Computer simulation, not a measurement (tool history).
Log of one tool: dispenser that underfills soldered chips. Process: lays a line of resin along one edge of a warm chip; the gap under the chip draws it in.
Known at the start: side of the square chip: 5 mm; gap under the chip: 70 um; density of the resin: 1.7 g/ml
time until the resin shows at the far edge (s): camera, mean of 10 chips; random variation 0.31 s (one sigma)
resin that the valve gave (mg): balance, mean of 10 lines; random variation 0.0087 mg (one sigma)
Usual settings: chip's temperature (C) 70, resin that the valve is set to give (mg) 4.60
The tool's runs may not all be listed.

run	hour	chip's temperature (C)	resin that the valve is set to give (mg)	time until the resin shows at the far edge (s)	resin that the valve gave (mg)
1	0.0	70	4.60	13.1	4.577
2	5.9	70	4.60	10.9	4.586
3	11.9	70	4.60	13.0	4.568
4	15.9	70	4.05	9.8	4.000
5	22.4	70	4.05	13.6	3.996
6	27.9	70	4.60	10.2	4.532
7	32.9	56	5.23	20.7	5.123
8	36.2	56	5.23	14.5	5.134
9	40.2	71	5.12	11.0	5.005
10	46.2	85	4.60	5.3	4.507
11	52.2	76	4.44	10.3	4.321

Taken out of this log: 5 entries between the listed runs. Where each belongs, and how the hidden state differs across it:
Between runs 1 and 2: new syringe of resin (hour 3.5)
  resin's viscosity, % of fresh resin's: 141.4 -> 112.8; dose that the valve gives, % of what is set: 99.75 -> 99.45; true chip temperature over the reading, C: -0.89 -> -0.91
  measured less the result without the state, time until the resin shows at the far edge (s): +3.9 -> +1.4; resin that the valve gave (mg): -0.011 -> -0.025
Between runs 3 and 4: new syringe of resin (hour 14.0)
  resin's viscosity, % of fresh resin's: 147.9 -> 108.1; dose that the valve gives, % of what is set: 99.16 -> 98.97; true chip temperature over the reading, C: -0.94 -> -0.96
  measured less the result without the state, time until the resin shows at the far edge (s): +4.5 -> +1.0; resin that the valve gave (mg): -0.039 -> -0.041
Between runs 5 and 6: new syringe of resin (hour 24.6)
  resin's viscosity, % of fresh resin's: 145.4 -> 116.5; dose that the valve gives, % of what is set: 98.64 -> 98.38; true chip temperature over the reading, C: -0.99 -> -1.01
  measured less the result without the state, time until the resin shows at the far edge (s): +4.5 -> +1.7; resin that the valve gave (mg): -0.055 -> -0.074
Between runs 7 and 8: new syringe of resin (hour 35.2)
  resin's viscosity, % of fresh resin's: 145.6 -> 104.2; dose that the valve gives, % of what is set: 98.18 -> 98.04; true chip temperature over the reading, C: -1.04 -> -1.05
  measured less the result without the state, time until the resin shows at the far edge (s): +7.0 -> +1.2; resin that the valve gave (mg): -0.096 -> -0.102
Between runs 9 and 10: new syringe of resin (hour 46.0)
  resin's viscosity, % of fresh resin's: 124.8 -> 100.3; dose that the valve gives, % of what is set: 97.86 -> 97.59; true chip temperature over the reading, C: -1.07 -> -1.1
  measured less the result without the state, time until the resin shows at the far edge (s): +2.4 -> +0.2; resin that the valve gave (mg): -0.109 -> -0.112
